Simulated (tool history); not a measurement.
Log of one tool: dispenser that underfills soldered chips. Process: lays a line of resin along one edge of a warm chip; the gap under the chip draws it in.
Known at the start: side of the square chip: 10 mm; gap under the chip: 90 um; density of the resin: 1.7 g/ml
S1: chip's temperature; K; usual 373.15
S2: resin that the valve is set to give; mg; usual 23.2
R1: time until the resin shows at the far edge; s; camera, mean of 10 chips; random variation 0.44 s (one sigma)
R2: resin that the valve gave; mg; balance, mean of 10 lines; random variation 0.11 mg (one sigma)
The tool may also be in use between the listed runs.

run 1 day=0.000 | S1=373.15 S2=23.2 | R1=38.0 R2=22.45
-- day=0.388 new syringe of resin
run 2 day=0.388 | S1=373.15 S2=23.2 | R1=32.6 R2=22.20
run 3 day=0.708 | S1=373.15 S2=23.2 | R1=42.6 R2=22.23
run 4 day=0.929 | S1=358.15 S2=23.2 | R1=92.3 R2=21.93
-- day=0.975 new syringe of resin
-- day=1.083 dispensing valve cleaned and set on the balance
run 5 day=1.346 | S1=358.15 S2=23.2 | R1=76.5 R2=23.11
-- day=1.592 new syringe of resin
run 6 day=1.712 | S1=359.15 S2=23.2 | R1=63.7 R2=22.97
run 7 day=2.046 | S1=359.15 S2=22.1 | R1=83.1 R2=21.82
-- day=2.171 new syringe of resin
run 8 day=2.262 | S1=373.15 S2=24.2 | R1=35.1 R2=23.91
run 9 day=2.442 | S1=373.15 S2=24.2 | R1=39.9 R2=23.91
run 10 day=2.600 | S1=360.15 S2=23.2 | R1=73.4 R2=23.10
-- day=2.746 new syringe of resin
run 11 day=2.879 | S1=373.15 S2=27.7 | R1=35.2 R2=27.07
run 12 day=3.133 | S1=373.15 S2=27.7 | R1=43.3 R2=27.15
-- day=3.333 new syringe of resin
run 13 day=3.492 | S1=367.15 S2=23.2 | R1=48.6 R2=22.71
run 14 day=3.692 | S1=368.15 S2=21.7 | R1=53.6 R2=20.92
run 15 day=3.875 | S1=368.15 S2=21.7 | R1=63.4 R2=20.97
-- day=3.917 new syringe of resin
run 16 day=4.183 | S1=365.15 S2=26.8 | R1=53.6 R2=26.06
run 17 day=4.417 | S1=373.15 S2=23.2 | R1=49.2 R2=22.52
-- day=4.496 new syringe of resin
run 18 day=4.625 | S1=378.15 S2=25.1 | R1=29.9 R2=24.32
run 19 day=4.850 | S1=378.15 S2=25.1 | R1=35.6 R2=24.24

Run 20 comes next. What will it give?
-- day=5.075 new syringe of resin
run 20 day=5.117 | S1=378.15 S2=25.1 | R1=? R2=?

R1: 28.3 s
R2: 23.95 mg
Without the tool's hidden state the same run would have given R1 26.1 s, R2 25.01 mg.

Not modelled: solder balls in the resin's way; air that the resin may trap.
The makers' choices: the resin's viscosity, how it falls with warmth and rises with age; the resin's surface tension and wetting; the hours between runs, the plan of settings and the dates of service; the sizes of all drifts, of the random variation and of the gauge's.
